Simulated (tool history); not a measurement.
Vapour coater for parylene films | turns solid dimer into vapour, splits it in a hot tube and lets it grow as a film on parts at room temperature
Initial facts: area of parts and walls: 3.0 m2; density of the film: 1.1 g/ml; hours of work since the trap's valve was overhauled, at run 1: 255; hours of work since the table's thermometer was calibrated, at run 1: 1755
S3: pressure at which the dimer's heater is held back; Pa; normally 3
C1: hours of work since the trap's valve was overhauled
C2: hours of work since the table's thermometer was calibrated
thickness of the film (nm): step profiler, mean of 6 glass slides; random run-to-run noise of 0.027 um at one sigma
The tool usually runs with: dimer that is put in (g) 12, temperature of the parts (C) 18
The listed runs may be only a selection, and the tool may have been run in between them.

run 1 hour=0 | dimer_that_is_put_in_(g)=12 temperature_of_the_parts_(C)=18 S3=3 | C1=255 C2=1755 | thickness_of_the_film_(nm)=2180
run 2 hour=28.5 | dimer_that_is_put_in_(g)=14 temperature_of_the_parts_(C)=18 S3=3 | C1=278 C2=1779 | thickness_of_the_film_(nm)=2540
run 3 hour=74.5 | dimer_that_is_put_in_(g)=14 temperature_of_the_parts_(C)=18 S3=3 | C1=316 C2=1816 | thickness_of_the_film_(nm)=2480
run 4 hour=132.1 | dimer_that_is_put_in_(g)=6 temperature_of_the_parts_(C)=18 S3=3 | C1=363 C2=1863 | thickness_of_the_film_(nm)=1020
-- hour=170.7 trap's valve overhauled
run 5 hour=190.9 | dimer_that_is_put_in_(g)=9 temperature_of_the_parts_(C)=18 S3=3 | C1=16 C2=1908 | thickness_of_the_film_(nm)=1730
run 6 hour=228.2 | dimer_that_is_put_in_(g)=9 temperature_of_the_parts_(C)=18 S3=3 | C1=47 C2=1939 | thickness_of_the_film_(nm)=1660
run 7 hour=290.5 | dimer_that_is_put_in_(g)=12 temperature_of_the_parts_(C)=18 S3=3 | C1=98 C2=1990 | thickness_of_the_film_(nm)=2240
run 8 hour=337.4 | dimer_that_is_put_in_(g)=12 temperature_of_the_parts_(C)=18 S3=3 | C1=136 C2=2028 | thickness_of_the_film_(nm)=2220
run 9 hour=395.3 | dimer_that_is_put_in_(g)=12 temperature_of_the_parts_(C)=18 S3=3 | C1=184 C2=2075 | thickness_of_the_film_(nm)=2210
run 10 hour=433.5 | dimer_that_is_put_in_(g)=12 temperature_of_the_parts_(C)=13 S3=3 | C1=215 C2=2107 | thickness_of_the_film_(nm)=2690
run 11 hour=477.3 | dimer_that_is_put_in_(g)=12 temperature_of_the_parts_(C)=18 S3=3 | C1=251 C2=2142 | thickness_of_the_film_(nm)=2150
-- hour=500.5 table's thermometer calibrated
run 12 hour=517.1 | dimer_that_is_put_in_(g)=12 temperature_of_the_parts_(C)=10 S3=3 | C1=282 C2=14 | thickness_of_the_film_(nm)=3290
run 13 hour=545.6 | dimer_that_is_put_in_(g)=12 temperature_of_the_parts_(C)=10 S3=3 | C1=306 C2=37 | thickness_of_the_film_(nm)=3340
run 14 hour=601.8 | dimer_that_is_put_in_(g)=12 temperature_of_the_parts_(C)=10 S3=3 | C1=352 C2=83 | thickness_of_the_film_(nm)=3250
-- hour=657.1 trap's valve overhauled
run 15 hour=664.8 | dimer_that_is_put_in_(g)=12 temperature_of_the_parts_(C)=10 S3=3 | C1=6 C2=131 | thickness_of_the_film_(nm)=3380
run 16 hour=696.3 | dimer_that_is_put_in_(g)=12 temperature_of_the_parts_(C)=10 S3=3 | C1=32 C2=157 | thickness_of_the_film_(nm)=3480
run 17 hour=746.4 | dimer_that_is_put_in_(g)=11 temperature_of_the_parts_(C)=18 S3=3 | C1=73 C2=198 | thickness_of_the_film_(nm)=2200
run 18 hour=780 | dimer_that_is_put_in_(g)=11 temperature_of_the_parts_(C)=18 S3=3 | C1=101 C2=225 | thickness_of_the_film_(nm)=2190
run 19 hour=827.8 | dimer_that_is_put_in_(g)=11 temperature_of_the_parts_(C)=18 S3=3 | C1=140 C2=264 | thickness_of_the_film_(nm)=2150
run 20 hour=866.7 | dimer_that_is_put_in_(g)=8 temperature_of_the_parts_(C)=18 S3=3 | C1=171 C2=296 | thickness_of_the_film_(nm)=1520
run 21 hour=902.2 | dimer_that_is_put_in_(g)=8 temperature_of_the_parts_(C)=18 S3=3 | C1=200 C2=325 | thickness_of_the_film_(nm)=1540
run 22 hour=933.4 | dimer_that_is_put_in_(g)=8 temperature_of_the_parts_(C)=18 S3=3 | C1=226 C2=351 | thickness_of_the_film_(nm)=1510
run 23 hour=959.7 | dimer_that_is_put_in_(g)=6 temperature_of_the_parts_(C)=26 S3=8.17 | C1=247 C2=372 | thickness_of_the_film_(nm)=640
run 24 hour=985.4 | dimer_that_is_put_in_(g)=6 temperature_of_the_parts_(C)=26 S3=8.17 | C1=269 C2=393 | thickness_of_the_film_(nm)=690
run 25 hour=1014.2 | dimer_that_is_put_in_(g)=14 temperature_of_the_parts_(C)=15 S3=2.88 | C1=292 C2=417 | thickness_of_the_film_(nm)=3050
run 26 hour=1065.4 | dimer_that_is_put_in_(g)=21 temperature_of_the_parts_(C)=18 S3=3.3 | C1=334 C2=459 | thickness_of_the_film_(nm)=3870
run 27 hour=1127.1 | dimer_that_is_put_in_(g)=21 temperature_of_the_parts_(C)=18 S3=8.42 | C1=384 C2=509 | thickness_of_the_film_(nm)=3130
-- hour=1141 trap's valve overhauled
run 28 hour=1169.6 | dimer_that_is_put_in_(g)=21 temperature_of_the_parts_(C)=18 S3=8.42 | C1=23 C2=541 | thickness_of_the_film_(nm)=3390
run 29 hour=1225.8 | dimer_that_is_put_in_(g)=22 temperature_of_the_parts_(C)=26 S3=2.3 | C1=69 C2=587 | thickness_of_the_film_(nm)=3180
run 30 hour=1281.6 | dimer_that_is_put_in_(g)=15 temperature_of_the_parts_(C)=16 S3=6.22 | C1=115 C2=632 | thickness_of_the_film_(nm)=2740
run 31 hour=1316.7 | dimer_that_is_put_in_(g)=9 temperature_of_the_parts_(C)=13 S3=6.99 | C1=144 C2=661 | thickness_of_the_film_(nm)=1840
run 32 hour=1378.3 | dimer_that_is_put_in_(g)=13 temperature_of_the_parts_(C)=11 S3=3 | C1=194 C2=711 | thickness_of_the_film_(nm)=3460
run 33 hour=1413.9 | dimer_that_is_put_in_(g)=13 temperature_of_the_parts_(C)=21 S3=3 | C1=223 C2=740 | thickness_of_the_film_(nm)=2170
run 34 hour=1469.2 | dimer_that_is_put_in_(g)=5 temperature_of_the_parts_(C)=24 S3=4.62 | C1=268 C2=786 | thickness_of_the_film_(nm)=670
run 35 hour=1512.4 | dimer_that_is_put_in_(g)=5 temperature_of_the_parts_(C)=24 S3=4.9 | C1=304 C2=821 | thickness_of_the_film_(nm)=630
run 36 hour=1572.2 | dimer_that_is_put_in_(g)=8 temperature_of_the_parts_(C)=24 S3=4.04 | C1=353 C2=870 | thickness_of_the_film_(nm)=1040
run 37 hour=1607.2 | dimer_that_is_put_in_(g)=18 temperature_of_the_parts_(C)=18 S3=4.04 | C1=381 C2=898 | thickness_of_the_film_(nm)=3150
-- hour=1624.4 trap's valve overhauled
run 38 hour=1663 | dimer_that_is_put_in_(g)=16 temperature_of_the_parts_(C)=24 S3=3 | C1=32 C2=941 | thickness_of_the_film_(nm)=2360
run 39 hour=1723.7 | dimer_that_is_put_in_(g)=21 temperature_of_the_parts_(C)=24 S3=3 | C1=81 C2=990 | thickness_of_the_film_(nm)=3080
run 40 hour=1779 | dimer_that_is_put_in_(g)=8 temperature_of_the_parts_(C)=20 S3=11.39 | C1=126 C2=1036 | thickness_of_the_film_(nm)=1080
run 41 hour=1840.7 | dimer_that_is_put_in_(g)=12 temperature_of_the_parts_(C)=29 S3=3 | C1=177 C2=1086 | thickness_of_the_film_(nm)=1400

Forecast each of these 3 alternatives for the next run:
run A hour=1896.4 | dimer_that_is_put_in_(g)=7 temperature_of_the_parts_(C)=29 S3=7.83 | C1=222 C2=1132 | thickness_of_the_film_(nm)=?
run B hour=1896.4 | dimer_that_is_put_in_(g)=7 temperature_of_the_parts_(C)=29 S3=2.7 | C1=222 C2=1132 | thickness_of_the_film_(nm)=?
run C hour=1896.4 | dimer_that_is_put_in_(g)=6 temperature_of_the_parts_(C)=18 S3=3 | C1=222 C2=1132 | thickness_of_the_film_(nm)=?

run=A thickness_of_the_film_(nm)=650
run=B thickness_of_the_film_(nm)=840
run=C thickness_of_the_film_(nm)=1140
Stripped of hidden state, with their random variation kept, the same runs would have yielded:
run=A thickness_of_the_film_(nm)=690
run=B thickness_of_the_film_(nm)=890
run=C thickness_of_the_film_(nm)=1210
